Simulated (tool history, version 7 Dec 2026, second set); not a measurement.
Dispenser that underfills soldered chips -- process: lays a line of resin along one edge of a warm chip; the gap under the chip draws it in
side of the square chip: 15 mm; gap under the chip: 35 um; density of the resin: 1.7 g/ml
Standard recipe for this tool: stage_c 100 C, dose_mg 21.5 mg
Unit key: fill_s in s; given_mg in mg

run    day  stage_c  dose_mg  fill_s  given_mg
  1  0.000      100     21.5   505.7     20.76
  2  0.246      100     21.5   714.7     20.45
     0.388  -- new syringe of resin
  3  0.679      100     21.5   531.0     20.55
  4  0.938      100     21.5   773.5     20.42
     1.008  -- new syringe of resin
  5  1.354      100     19.4   600.2     18.32
     1.521  -- dispensing valve cleaned and set on the balance
  6  1.575      100     19.4   768.7     19.55
     1.667  -- new syringe of resin
  7  1.775      100     19.4   430.3     19.35
  8  2.004      100     19.4   591.1     19.24
     2.283  -- new syringe of resin
  9  2.283      100     19.4   374.4     19.30
 10  2.508      100     19.4   495.9     19.11
     2.904  -- new syringe of resin
 11  2.904      100     19.4   382.3     19.06
 12  3.083      100     19.4   489.6     19.08
 13  3.354      100     21.5   700.0     20.95
     3.542  -- new syringe of resin
 14  3.738      100     23.6   471.3     22.83
     4.158  -- new syringe of resin
 15  4.158      100     23.6   356.8     22.68
 16  4.588      100     21.7   651.4     20.89
     4.800  -- new syringe of resin
 17  4.875       99     22.0   429.1     21.04
 18  5.183       99     22.0   640.4     20.96

Run 19 comes next. What will it give?
     5.438  -- new syringe of resin
 19  5.546      105     26.8       ?         ?

{"run 19": {"fill_s": 365.4, "given_mg": 25.63}}
On a tool with no hidden condition, and with the same random variation, this run would have come out at fill_s 309.5 s, given_mg 27.05 mg.
